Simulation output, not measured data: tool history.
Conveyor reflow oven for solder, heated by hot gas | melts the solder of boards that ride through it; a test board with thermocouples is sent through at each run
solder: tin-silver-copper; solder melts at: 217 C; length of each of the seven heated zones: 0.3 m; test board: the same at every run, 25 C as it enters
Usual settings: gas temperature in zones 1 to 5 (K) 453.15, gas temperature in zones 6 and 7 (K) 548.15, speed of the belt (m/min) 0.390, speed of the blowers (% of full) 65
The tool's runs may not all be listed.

run,hour,gas temperature in zones 1 to 5 (K),gas temperature in zones 6 and 7 (K),speed of the belt (m/min),speed of the blowers (% of full),highest temperature of the board (K),time above the solder's melting point (s)
1,0.0,453.15,548.15,0.390,65,529.95,75.9
2,9.8,453.15,548.15,0.373,65,532.35,80.9
3,31.1,453.15,548.15,0.373,65,531.75,80.6
4,40.7,453.15,548.15,0.390,65,529.95,75.7
5,56.9,453.15,548.15,0.390,65,530.45,75.8
6,80.4,450.15,548.15,0.390,65,530.05,73.9
7,99.3,450.15,548.15,0.390,65,529.45,73.9
8,111.5,453.15,536.15,0.361,85,525.85,80.1
9,122.7,453.15,536.15,0.361,85,525.95,80.1
10,142.8,453.15,536.15,0.361,85,524.95,79.6
11,157.1,441.15,548.15,0.390,75,530.45,71.2
12,180.0,465.15,553.15,0.364,62,537.05,92.4
13,195.8,465.15,537.15,0.364,61,522.75,82.2
14,208.5,465.15,537.15,0.364,61,522.85,82.7

Forecast each of these 4 alternatives for the next run:
A,219.3,459.15,537.15,0.364,50,?,?
B,219.3,451.15,548.15,0.390,65,?,?
C,219.3,466.15,559.15,0.371,65,?,?
D,219.3,461.15,548.15,0.359,65,?,?

run,highest temperature of the board (K),time above the solder's melting point (s)
A,518.75,73.1
B,529.55,73.7
C,543.25,94.2
D,533.35,89.5
Without the tool's hidden state the same runs would have given:
run,highest temperature of the board (K),time above the solder's melting point (s)
A,521.05,75.5
B,532.15,75.5
C,545.75,95.2
D,535.85,91.0

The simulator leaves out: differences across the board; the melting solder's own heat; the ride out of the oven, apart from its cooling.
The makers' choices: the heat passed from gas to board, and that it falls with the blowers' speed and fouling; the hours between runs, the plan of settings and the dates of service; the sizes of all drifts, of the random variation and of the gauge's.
